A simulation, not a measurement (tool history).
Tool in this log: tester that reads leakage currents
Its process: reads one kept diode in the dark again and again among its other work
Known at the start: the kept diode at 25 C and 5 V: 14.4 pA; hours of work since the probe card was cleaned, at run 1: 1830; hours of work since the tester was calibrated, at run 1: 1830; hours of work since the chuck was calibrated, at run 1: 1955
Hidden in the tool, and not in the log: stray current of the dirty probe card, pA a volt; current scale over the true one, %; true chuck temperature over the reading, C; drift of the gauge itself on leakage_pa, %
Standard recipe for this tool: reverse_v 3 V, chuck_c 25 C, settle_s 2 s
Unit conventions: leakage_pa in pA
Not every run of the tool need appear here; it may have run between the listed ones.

run    hour  reverse_v  chuck_c  settle_s  hours of work since the probe card was cleaned  hours of work since the tester was calibrated  hours of work since the chuck was calibrated  leakage_pa
  1       0          3       25         2                                            1830                                           1830                                          1955       17.71
  2   114.7          3       25         2                                            1894                                           1894                                          2019       17.86
  3   179.7          3       25         2                                            1930                                           1930                                          2056       18.17
  4   246.6          3       25         2                                            1968                                           1968                                          2093       18.11
  5     307          3       25      4.37                                            2002                                           2002                                          2127       18.13
  6   421.5          3       25      4.37                                            2066                                           2066                                          2191       18.32
  7   531.6          3       25      4.37                                            2128                                           2128                                          2253       18.64
      611.8  -- chuck's temperature calibrated
  8   650.7          3       25         2                                            2193                                           2193                                            22       19.71
  9   753.4       3.51       25      6.77                                            2251                                           2251                                            79       21.77
 10   820.5       3.51       25      6.77                                            2289                                           2289                                           117       21.96
 11   919.2       4.49       32      8.44                                            2344                                           2344                                           172       36.75
      939.6  -- tester calibrated
     1027.5  -- probe card cleaned and baked
 12  1041.6       6.81       23      8.44                                               8                                             55                                           238       14.17
 13  1103.3       6.81       47      8.44                                              42                                             90                                           273       88.55
 14  1210.1       3.24       25      7.42                                             102                                            150                                           333        12.7

Estimate the outcome of run 15 from the log above:
 15  1294.9       3.24       35       3.8                                             150                                            198                                           380           ?

Run 15 gave leakage_pa 27.44 pA.
The same run, on a tool lacking any hidden state, would have yielded leakage_pa 26.95 pA.

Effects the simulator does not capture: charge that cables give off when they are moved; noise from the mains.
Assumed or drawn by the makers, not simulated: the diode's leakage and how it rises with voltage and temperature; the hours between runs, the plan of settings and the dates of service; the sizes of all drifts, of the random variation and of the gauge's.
